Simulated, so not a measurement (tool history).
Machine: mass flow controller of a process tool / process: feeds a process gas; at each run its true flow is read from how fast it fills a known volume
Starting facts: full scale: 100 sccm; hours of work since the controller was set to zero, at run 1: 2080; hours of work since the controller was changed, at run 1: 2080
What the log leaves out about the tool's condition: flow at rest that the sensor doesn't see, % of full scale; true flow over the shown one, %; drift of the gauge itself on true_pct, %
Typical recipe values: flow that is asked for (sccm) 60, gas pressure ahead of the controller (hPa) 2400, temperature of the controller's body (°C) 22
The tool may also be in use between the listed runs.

| run | day | flow that is asked for (sccm) | gas pressure ahead of the controller (hPa) | temperature of the controller's body (°C) | hours of work since the controller was set to zero | hours of work since the controller was changed | true flow (%) |
|---|---|---|---|---|---|---|---|
| 1 | 0 | 60 | 2400 | 22 | 2080 | 2080 | 99.21 |
| 2 | 3.975 | 58 | 2400 | 22 | 2129 | 2129 | 99.25 |
| 3 | 8.488 | 58 | 2400 | 22 | 2184 | 2184 | 99.08 |
| 4 | 15.879 | 58 | 2400 | 22 | 2274 | 2274 | 99.09 |
| 5 | 22.562 | 60 | 2400 | 22 | 2356 | 2356 | 98.97 |
| 6 | 27.746 | 60 | 2400 | 22 | 2420 | 2420 | 98.98 |
| 7 | 35.508 | 60 | 2400 | 22 | 2515 | 2515 | 98.73 |
| 8 | 42.254 | 60 | 2400 | 22 | 2597 | 2597 | 98.74 |
| 9 | 49.033 | 60 | 2400 | 37 | 2681 | 2681 | 97.6 |
| 10 | 54.046 | 60 | 2400 | 37 | 2742 | 2742 | 97.43 |
| 11 | 60.117 | 60 | 2400 | 37 | 2816 | 2816 | 97.46 |
| 12 | 65.6 | 19 | 2400 | 22 | 2883 | 2883 | 97.22 |
| 13 | 70.004 | 60 | 2400 | 22 | 2937 | 2937 | 98.53 |
| 14 | 75.192 | 60 | 2400 | 22 | 3001 | 3001 | 98.39 |
| 15 | 79.638 | 60 | 2400 | 31 | 3055 | 3055 | 97.64 |
| 16 | 83.521 | 72 | 2400 | 22 | 3103 | 3103 | 98.53 |
| 17 | 87.433 | 72 | 2400 | 39 | 3151 | 3151 | 97.38 |
| 18 | 95.596 | 60 | 1540 | 21 | 3251 | 3251 | 97.63 |
| 19 | 100.129 | 13 | 2410 | 28 | 3306 | 3306 | 96.26 |
| 20 | 106.879 | 62 | 2550 | 30 | 3389 | 3389 | 97.45 |
| 21 | 114.783 | 60 | 2660 | 22 | 3486 | 3486 | 98.12 |
| 22 | 121.888 | 86 | 2400 | 37 | 3573 | 3573 | 97.45 |
| 23 | 128.467 | 14 | 1660 | 37 | 3653 | 3653 | 94.78 |
| 24 | 133.858 | 14 | 1660 | 37 | 3719 | 3719 | 94.6 |
| 25 | 140.421 | 14 | 2150 | 35 | 3800 | 3800 | 95.04 |
| 26 | 145 | 60 | 1940 | 22 | 3856 | 3856 | 96.96 |
| 27 | 148.504 | 17 | 2680 | 22 | 3899 | 3899 | 96.33 |
| 28 | 153.188 | 23 | 1750 | 29 | 3956 | 3956 | 95.27 |
| 29 | 158.842 | 43 | 1750 | 29 | 4025 | 4025 | 95.68 |
| 30 | 165.396 | 60 | 2200 | 28 | 4106 | 4106 | 96.55 |
| 31 | 173.483 | 60 | 2200 | 28 | 4205 | 4205 | 96.51 |
| 32 | 177.958 | 60 | 2200 | 28 | 4260 | 4260 | 96.42 |
| 33 | 185.429 | 93 | 2200 | 34 | 4351 | 4351 | 96.83 |
| 34 | 191.121 | 93 | 2280 | 31 | 4421 | 4421 | 97.06 |

Forecast each of these 5 alternatives for the next run:
| A | 195.225 | 25 | 2020 | 24 | 4471 | 4471 | ? |
| B | 195.225 | 14 | 2280 | 37 | 4471 | 4471 | ? |
| C | 195.225 | 57 | 2280 | 26 | 4471 | 4471 | ? |
| D | 195.225 | 55 | 2340 | 39 | 4471 | 4471 | ? |
| E | 195.225 | 68 | 2350 | 22 | 4471 | 4471 | ? |

| run | true flow (%) |
|---|---|
| A | 95.34 |
| B | 94.29 |
| C | 96.34 |
| D | 95.46 |
| E | 97 |
What these runs would have given with no unlogged condition in the tool:
| run | true flow (%) |
|---|---|
| A | 97.8 |
| B | 96.72 |
| C | 98.83 |
| D | 97.93 |
| E | 99.51 |

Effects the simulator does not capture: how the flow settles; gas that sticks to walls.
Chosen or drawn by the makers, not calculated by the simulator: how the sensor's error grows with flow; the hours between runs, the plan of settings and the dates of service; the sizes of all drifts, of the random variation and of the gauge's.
